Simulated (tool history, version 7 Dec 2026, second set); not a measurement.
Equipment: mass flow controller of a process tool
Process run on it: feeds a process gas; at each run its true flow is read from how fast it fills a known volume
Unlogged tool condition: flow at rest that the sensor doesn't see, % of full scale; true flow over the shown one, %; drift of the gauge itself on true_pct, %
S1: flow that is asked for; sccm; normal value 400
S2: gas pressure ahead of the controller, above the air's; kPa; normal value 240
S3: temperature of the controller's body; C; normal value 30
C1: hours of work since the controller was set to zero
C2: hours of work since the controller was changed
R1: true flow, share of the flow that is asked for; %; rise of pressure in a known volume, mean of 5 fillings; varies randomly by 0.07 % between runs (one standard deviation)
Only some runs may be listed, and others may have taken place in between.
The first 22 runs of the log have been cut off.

{"run": 23, "hour": 1574.5, "S1": 124, "S2": 240, "S3": 30, "C1": 2064, "C2": 2064, "R1": 99.7}
{"run": 24, "hour": 1617.7, "S1": 124, "S2": 240, "S3": 30, "C1": 2080, "C2": 2080, "R1": 99.73}
{"run": 25, "hour": 1674.4, "S1": 124, "S2": 240, "S3": 30, "C1": 2101, "C2": 2101, "R1": 99.74}
{"run": 26, "hour": 1735.6, "S1": 124, "S2": 240, "S3": 30, "C1": 2124, "C2": 2124, "R1": 99.62}
{"run": 27, "hour": 1795.3, "S1": 124, "S2": 240, "S3": 31, "C1": 2146, "C2": 2146, "R1": 99.81}
{"run": 28, "hour": 1847.8, "S1": 177, "S2": 258, "S3": 31, "C1": 2165, "C2": 2165, "R1": 98.95}
{"hour": 1854.1, "done": "controller's zero set anew"}
{"run": 29, "hour": 1895.3, "S1": 655, "S2": 144, "S3": 21, "C1": 15, "C2": 2183, "R1": 97.83}
{"run": 30, "hour": 1992.2, "S1": 178, "S2": 144, "S3": 36, "C1": 51, "C2": 2219, "R1": 99.78}
{"hour": 2008.2, "done": "controller's zero set anew, once more"}
{"run": 31, "hour": 2074.7, "S1": 231, "S2": 144, "S3": 36, "C1": 25, "C2": 2249, "R1": 96.92}
{"run": 32, "hour": 2158.8, "S1": 231, "S2": 144, "S3": 36, "C1": 56, "C2": 2280, "R1": 97.01}
{"run": 33, "hour": 2212.4, "S1": 798, "S2": 193, "S3": 23, "C1": 76, "C2": 2300, "R1": 97.91}
{"run": 34, "hour": 2254.6, "S1": 902, "S2": 166, "S3": 23, "C1": 91, "C2": 2316, "R1": 98.01}
{"run": 35, "hour": 2346.0, "S1": 102, "S2": 166, "S3": 20, "C1": 125, "C2": 2349, "R1": 95.84}
{"run": 36, "hour": 2411.7, "S1": 273, "S2": 222, "S3": 25, "C1": 149, "C2": 2374, "R1": 96.54}
{"run": 37, "hour": 2476.6, "S1": 264, "S2": 149, "S3": 29, "C1": 173, "C2": 2398, "R1": 96.53}
{"run": 38, "hour": 2557.7, "S1": 400, "S2": 151, "S3": 32, "C1": 203, "C2": 2428, "R1": 97.21}
{"run": 39, "hour": 2614.9, "S1": 147, "S2": 165, "S3": 39, "C1": 225, "C2": 2449, "R1": 97.19}
{"run": 40, "hour": 2673.9, "S1": 147, "S2": 141, "S3": 22, "C1": 246, "C2": 2471, "R1": 95.66}
{"run": 41, "hour": 2730.2, "S1": 400, "S2": 208, "S3": 30, "C1": 267, "C2": 2492, "R1": 97.16}
{"run": 42, "hour": 2793.5, "S1": 400, "S2": 190, "S3": 24, "C1": 291, "C2": 2515, "R1": 96.65}
{"run": 43, "hour": 2862.8, "S1": 400, "S2": 190, "S3": 24, "C1": 316, "C2": 2541, "R1": 96.54}
{"run": 44, "hour": 2946.6, "S1": 328, "S2": 152, "S3": 40, "C1": 347, "C2": 2572, "R1": 97.55}
{"run": 45, "hour": 2992.1, "S1": 328, "S2": 152, "S3": 40, "C1": 364, "C2": 2589, "R1": 97.44}
{"run": 46, "hour": 3058.1, "S1": 400, "S2": 170, "S3": 30, "C1": 389, "C2": 2613, "R1": 96.89}
{"run": 47, "hour": 3157.3, "S1": 400, "S2": 170, "S3": 30, "C1": 425, "C2": 2650, "R1": 97.06}

3 ways to go on from here, each from the tool as it stands after run 47. What would each give?
{"run": "A", "hour": 3210.6, "S1": 400, "S2": 170, "S3": 27, "C1": 445, "C2": 2670, "R1": "?"}
{"run": "B", "hour": 3210.6, "S1": 366, "S2": 240, "S3": 30, "C1": 445, "C2": 2670, "R1": "?"}
{"run": "C", "hour": 3210.6, "S1": 660, "S2": 167, "S3": 29, "C1": 445, "C2": 2670, "R1": "?"}

run=A R1=96.81
run=B R1=97.19
run=C R1=97.68
Without the tool's hidden state the same runs would have given:
run=A R1=98.04
run=B R1=98.39
run=C R1=99.05

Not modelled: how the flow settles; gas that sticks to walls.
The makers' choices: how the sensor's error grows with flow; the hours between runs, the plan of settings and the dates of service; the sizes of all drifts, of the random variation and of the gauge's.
